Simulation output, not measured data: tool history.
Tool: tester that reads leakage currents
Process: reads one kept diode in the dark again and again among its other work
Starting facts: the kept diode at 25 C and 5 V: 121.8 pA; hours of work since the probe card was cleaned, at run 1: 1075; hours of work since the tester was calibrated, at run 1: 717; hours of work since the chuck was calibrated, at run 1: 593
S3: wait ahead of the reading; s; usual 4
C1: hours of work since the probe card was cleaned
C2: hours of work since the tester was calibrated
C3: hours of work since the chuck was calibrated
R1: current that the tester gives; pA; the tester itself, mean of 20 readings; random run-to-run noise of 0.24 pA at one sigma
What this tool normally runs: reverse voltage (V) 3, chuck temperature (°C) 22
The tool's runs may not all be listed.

run 1 hour=0 | reverse_voltage_(V)=3 chuck_temperature_(°C)=22 S3=4 | C1=1075 C2=717 C3=593 | R1=78.53
run 2 hour=81 | reverse_voltage_(V)=3 chuck_temperature_(°C)=22 S3=1.38 | C1=1112 C2=753 C3=629 | R1=78.88
run 3 hour=214.5 | reverse_voltage_(V)=3 chuck_temperature_(°C)=22 S3=1.38 | C1=1172 C2=813 C3=689 | R1=79.27
run 4 hour=363 | reverse_voltage_(V)=3 chuck_temperature_(°C)=22 S3=1.38 | C1=1239 C2=880 C3=756 | R1=79.51
-- hour=419.4 probe card cleaned and baked
run 5 hour=433.5 | reverse_voltage_(V)=3 chuck_temperature_(°C)=22 S3=1.38 | C1=6 C2=910 C3=787 | R1=79.36
-- hour=465.6 chuck's temperature calibrated
run 6 hour=524.3 | reverse_voltage_(V)=3 chuck_temperature_(°C)=38 S3=4 | C1=46 C2=950 C3=26 | R1=283.07
run 7 hour=608.3 | reverse_voltage_(V)=3 chuck_temperature_(°C)=22 S3=0.79 | C1=84 C2=988 C3=64 | R1=79.53
run 8 hour=740.5 | reverse_voltage_(V)=3 chuck_temperature_(°C)=22 S3=0.79 | C1=144 C2=1048 C3=124 | R1=79.41
run 9 hour=876.5 | reverse_voltage_(V)=1.56 chuck_temperature_(°C)=22 S3=4 | C1=205 C2=1109 C3=185 | R1=61.27
run 10 hour=942.2 | reverse_voltage_(V)=1.56 chuck_temperature_(°C)=22 S3=4 | C1=234 C2=1138 C3=214 | R1=61.59

Expected results for the next run?
run 11 hour=1027 | reverse_voltage_(V)=1.56 chuck_temperature_(°C)=22 S3=4 | C1=273 C2=1177 C3=253 | R1=?

{"run 11": {"R1": 61.61}}
Minus the tool's unlogged condition, the same run would have read R1 61.58 pA.

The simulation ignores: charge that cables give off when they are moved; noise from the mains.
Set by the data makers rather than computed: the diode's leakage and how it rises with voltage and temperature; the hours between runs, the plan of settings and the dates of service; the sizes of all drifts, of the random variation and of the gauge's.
